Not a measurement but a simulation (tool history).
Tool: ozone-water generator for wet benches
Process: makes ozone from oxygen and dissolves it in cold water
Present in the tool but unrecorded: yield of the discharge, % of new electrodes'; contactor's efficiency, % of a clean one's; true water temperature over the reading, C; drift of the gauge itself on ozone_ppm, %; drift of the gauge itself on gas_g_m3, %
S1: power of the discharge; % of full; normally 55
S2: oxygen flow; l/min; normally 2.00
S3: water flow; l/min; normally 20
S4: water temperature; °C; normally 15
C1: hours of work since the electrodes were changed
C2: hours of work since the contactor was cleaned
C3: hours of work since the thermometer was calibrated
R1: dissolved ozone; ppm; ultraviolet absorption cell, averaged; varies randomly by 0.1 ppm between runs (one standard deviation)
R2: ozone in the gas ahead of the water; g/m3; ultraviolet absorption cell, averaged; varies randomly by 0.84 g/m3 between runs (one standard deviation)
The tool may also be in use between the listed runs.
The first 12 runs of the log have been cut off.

run     day  S1    S2  S3  S4    C1    C2    C3    R1     R2
 13  14.050  54  2.00  20  15  1022  3066  3029   7.5  126.1
 14  15.554  54  2.00  20  15  1048  3091  3054   7.4  128.1
 15  16.358  54  2.00  20  15  1061  3105  3068   7.7  127.2
 16  17.796  70  2.00  20  15  1085  3129  3092   9.4  159.5
 17  19.162  71  2.00  20  15  1108  3152  3115   9.7  161.2
 18  20.746  71  2.00  20  15  1135  3179  3142   9.5  160.6
 19  22.304  71  2.00  20  15  1161  3205  3168   9.3  160.5
 20  22.979  71  2.00  20  15  1173  3216  3179   9.6  161.1
 21  24.146  55  1.70  20   8  1192  3236  3199   7.7  141.9
 22  25.338  86  1.12  20  15  1212  3256  3219   9.6  257.0
 23  26.638  84  2.00  25  15  1234  3278  3241   8.3  182.5
 24  27.812  80  2.00  23  10  1254  3298  3261   9.2  176.3
 25  29.304  80  2.00  23  10  1279  3323  3286   9.1  176.8
 26  30.808  80  2.00  23  10  1304  3348  3311   9.0  174.9
 27  31.617  80  2.00  23  10  1318  3362  3325   9.1  176.7
 28  32.967  54  2.99  20  15  1341  3384  3347   8.2  101.5
 29  34.421  60  1.64  13  12  1365  3409  3372  12.4  153.4
 30  35.888  60  1.64  13  12  1390  3434  3396  12.5  152.2
 31  36.558  55  2.00  30  20  1401  3445  3408   4.4  127.7
 32  37.996  55  2.00  30  20  1425  3469  3432   4.5  129.3
 33  39.575  55  2.00  25  15  1452  3496  3458   5.9  128.0
 34  40.829  92  1.90  23   8  1473  3517  3480  10.3  200.2

Branching from run 34: 3 alternative next runs. What would each branch give?
  A  41.938  73  3.27  18   8  1492  3535  3498   ?   ?
  B  41.938  69  2.00  14  19  1492  3535  3498   ?   ?
  C  41.938  55  1.77  20  15  1492  3535  3498   ?   ?

run    R1     R2
  A  12.3  122.0
  B  12.6  155.0
  C   7.1  137.1
With the hidden condition removed and each run's random variation left untouched, the same runs would have given:
run    R1     R2
  A  14.3  131.9
  B  14.4  167.0
  C   8.2  145.5
